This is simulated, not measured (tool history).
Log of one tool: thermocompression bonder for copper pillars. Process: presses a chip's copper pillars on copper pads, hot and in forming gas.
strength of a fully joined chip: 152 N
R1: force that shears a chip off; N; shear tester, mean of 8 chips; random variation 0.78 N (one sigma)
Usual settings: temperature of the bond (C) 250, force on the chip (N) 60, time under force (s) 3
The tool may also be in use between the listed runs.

{"run": 1, "hour": 0.0, "temperature of the bond (C)": 250, "force on the chip (N)": 60, "time under force (s)": 3, "R1": 61.2}
{"run": 2, "hour": 16.9, "temperature of the bond (C)": 250, "force on the chip (N)": 60, "time under force (s)": 3, "R1": 59.3}
{"run": 3, "hour": 33.1, "temperature of the bond (C)": 247, "force on the chip (N)": 60, "time under force (s)": 3, "R1": 55.1}
{"run": 4, "hour": 49.9, "temperature of the bond (C)": 250, "force on the chip (N)": 60, "time under force (s)": 3, "R1": 58.1}
{"run": 5, "hour": 57.4, "temperature of the bond (C)": 271, "force on the chip (N)": 60, "time under force (s)": 3, "R1": 74.0}
{"run": 6, "hour": 75.0, "temperature of the bond (C)": 271, "force on the chip (N)": 60, "time under force (s)": 3, "R1": 74.1}
{"run": 7, "hour": 90.1, "temperature of the bond (C)": 271, "force on the chip (N)": 60, "time under force (s)": 3, "R1": 73.9}
{"run": 8, "hour": 105.4, "temperature of the bond (C)": 237, "force on the chip (N)": 60, "time under force (s)": 3, "R1": 48.7}
{"run": 9, "hour": 120.9, "temperature of the bond (C)": 271, "force on the chip (N)": 60, "time under force (s)": 3, "R1": 78.9}
{"run": 10, "hour": 138.3, "temperature of the bond (C)": 271, "force on the chip (N)": 60, "time under force (s)": 3, "R1": 78.0}
{"run": 11, "hour": 148.1, "temperature of the bond (C)": 250, "force on the chip (N)": 60, "time under force (s)": 3, "R1": 62.4}
{"run": 12, "hour": 163.2, "temperature of the bond (C)": 250, "force on the chip (N)": 60, "time under force (s)": 3, "R1": 61.7}
{"run": 13, "hour": 179.6, "temperature of the bond (C)": 250, "force on the chip (N)": 60, "time under force (s)": 3, "R1": 62.2}
{"run": 14, "hour": 195.6, "temperature of the bond (C)": 250, "force on the chip (N)": 60, "time under force (s)": 3, "R1": 62.2}
{"run": 15, "hour": 210.0, "temperature of the bond (C)": 250, "force on the chip (N)": 60, "time under force (s)": 3, "R1": 60.6}
{"run": 16, "hour": 224.5, "temperature of the bond (C)": 250, "force on the chip (N)": 60, "time under force (s)": 2, "R1": 52.3}
{"run": 17, "hour": 241.9, "temperature of the bond (C)": 250, "force on the chip (N)": 60, "time under force (s)": 2, "R1": 52.7}
{"run": 18, "hour": 259.1, "temperature of the bond (C)": 250, "force on the chip (N)": 60, "time under force (s)": 4, "R1": 65.9}
{"run": 19, "hour": 272.7, "temperature of the bond (C)": 250, "force on the chip (N)": 60, "time under force (s)": 4, "R1": 65.1}
{"run": 20, "hour": 280.3, "temperature of the bond (C)": 250, "force on the chip (N)": 60, "time under force (s)": 4, "R1": 65.2}
{"run": 21, "hour": 289.3, "temperature of the bond (C)": 250, "force on the chip (N)": 47, "time under force (s)": 4, "R1": 55.7}
{"run": 22, "hour": 300.5, "temperature of the bond (C)": 250, "force on the chip (N)": 47, "time under force (s)": 4, "R1": 54.9}
{"run": 23, "hour": 308.3, "temperature of the bond (C)": 250, "force on the chip (N)": 47, "time under force (s)": 2, "R1": 42.2}
{"run": 24, "hour": 317.3, "temperature of the bond (C)": 250, "force on the chip (N)": 47, "time under force (s)": 2, "R1": 40.3}
{"run": 25, "hour": 333.3, "temperature of the bond (C)": 250, "force on the chip (N)": 47, "time under force (s)": 2, "R1": 40.4}
{"run": 26, "hour": 343.4, "temperature of the bond (C)": 250, "force on the chip (N)": 75, "time under force (s)": 7, "R1": 92.9}
{"run": 27, "hour": 358.5, "temperature of the bond (C)": 249, "force on the chip (N)": 73, "time under force (s)": 2, "R1": 58.6}
{"run": 28, "hour": 375.0, "temperature of the bond (C)": 232, "force on the chip (N)": 38, "time under force (s)": 2, "R1": 25.2}
{"run": 29, "hour": 388.3, "temperature of the bond (C)": 235, "force on the chip (N)": 65, "time under force (s)": 2, "R1": 42.1}
{"run": 30, "hour": 400.6, "temperature of the bond (C)": 242, "force on the chip (N)": 73, "time under force (s)": 2, "R1": 51.8}
{"run": 31, "hour": 415.0, "temperature of the bond (C)": 242, "force on the chip (N)": 73, "time under force (s)": 2, "R1": 56.6}
{"run": 32, "hour": 423.3, "temperature of the bond (C)": 242, "force on the chip (N)": 41, "time under force (s)": 2, "R1": 34.2}
{"run": 33, "hour": 441.0, "temperature of the bond (C)": 237, "force on the chip (N)": 60, "time under force (s)": 2, "R1": 43.9}
{"run": 34, "hour": 449.8, "temperature of the bond (C)": 258, "force on the chip (N)": 88, "time under force (s)": 3, "R1": 89.8}
{"run": 35, "hour": 460.1, "temperature of the bond (C)": 270, "force on the chip (N)": 59, "time under force (s)": 6, "R1": 94.5}
{"run": 36, "hour": 472.6, "temperature of the bond (C)": 249, "force on the chip (N)": 52, "time under force (s)": 8, "R1": 77.4}
{"run": 37, "hour": 489.0, "temperature of the bond (C)": 249, "force on the chip (N)": 73, "time under force (s)": 3, "R1": 71.0}

Taken out of this log: 2 entries between the listed runs. Where each belongs, and how the hidden state differs across it:
Between runs 8 and 9: forming gas filter changed (hour 112.9)
  true temperature of the bond over the reading, C: 0.9 -> 0.8; oxide that the forming gas leaves, % of the face: 8.09 -> 0.8
  measured less the result without the state, R1: -2.9 -> +1.0 N
Between runs 30 and 31: forming gas filter changed (hour 409.3)
  oxide that the forming gas leaves, % of the face: 7.92 -> 0.92
  measured less the result without the state, R1: -3.2 -> +0.7 N
